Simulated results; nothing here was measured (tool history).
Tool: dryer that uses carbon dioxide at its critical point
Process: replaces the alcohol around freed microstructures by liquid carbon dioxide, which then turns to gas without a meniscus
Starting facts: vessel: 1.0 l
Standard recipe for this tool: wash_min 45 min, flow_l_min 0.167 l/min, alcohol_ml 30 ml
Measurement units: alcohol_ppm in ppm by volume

run	day	wash_min	flow_l_min	alcohol_ml	alcohol_ppm
1	0.000	45	0.167	30	84
2	2.729	45	0.167	30	93
3	4.908	45	0.167	30	108
4	7.525	45	0.167	25	112
5	8.929	45	0.167	25	123
6	11.429	45	0.167	25	135
7	12.671	45	0.167	25	152
8	14.783	45	0.167	25	162
9	17.467	45	0.167	25	186
10	20.000	45	0.167	25	192
11	21.196	45	0.167	25	204
12	23.904	45	0.167	25	226
13	25.329	45	0.167	25	242
14	26.692	37	0.167	30	432
15	28.925	37	0.167	30	455
16	30.688	45	0.147	30	385
17	31.979	45	0.167	30	299
18	34.554	45	0.167	38	220
19	35.683	45	0.167	38	231
20	37.546	45	0.167	38	249
21	39.200	45	0.167	38	251
22	41.762	45	0.167	38	298
23	43.329	45	0.167	85	377
24	46.012	32	0.167	21	488
25	47.338	40	0.179	30	317
26	48.808	36	0.164	57	688
27	51.579	39	0.261	25	272
28	53.625	57	0.155	96	353
29	56.333	57	0.155	96	97
30	58.225	57	0.155	96	124
31	59.721	45	0.177	21	65
32	61.254	45	0.235	25	35
33	62.512	28	0.170	115	3185
34	63.875	64	0.125	93	293
35	64.992	43	0.254	50	71
36	67.488	45	0.167	38	100
37	69.475	45	0.167	38	113
38	70.829	58	0.167	30	82
39	73.454	40	0.197	30	119
40	75.750	53	0.146	30	129
41	77.833	53	0.146	106	261
42	80.000	50	0.146	106	361
43	82.083	45	0.144	109	638
44	84.275	45	0.144	109	693
45	86.150	45	0.144	109	751
46	88.354	29	0.114	46	3506

Put back what was entered between runs (3 entries, withheld): which listed runs does each sit between, and how does the hidden state differ from the listed run before to the listed run after?
In the gap between runs 17 and 18: inlet filter changed (day 33.629)
  flow that reaches the vessel past the clogged filter, %: 82.1 -> 99.3; alcohol in the recycled carbon dioxide, ppm: 178.8 -> 190.2
  what was measured, less what the result would be without the hidden state, alcohol_ppm: +259 -> +179 ppm by volume
In the gap between runs 28 and 29: purifier's bed changed (day 55.008)
  flow that reaches the vessel past the clogged filter, %: 88.8 -> 87.4; alcohol in the recycled carbon dioxide, ppm: 272.6 -> 11.7
  what was measured, less what the result would be without the hidden state, alcohol_ppm: +316 -> +65 ppm by volume
In the gap between runs 35 and 36: inlet filter changed (day 67.379)
  flow that reaches the vessel past the clogged filter, %: 82.7 -> 99.5; alcohol in the recycled carbon dioxide, ppm: 50 -> 60.2
  what was measured, less what the result would be without the hidden state, alcohol_ppm: +57 -> +56 ppm by volume

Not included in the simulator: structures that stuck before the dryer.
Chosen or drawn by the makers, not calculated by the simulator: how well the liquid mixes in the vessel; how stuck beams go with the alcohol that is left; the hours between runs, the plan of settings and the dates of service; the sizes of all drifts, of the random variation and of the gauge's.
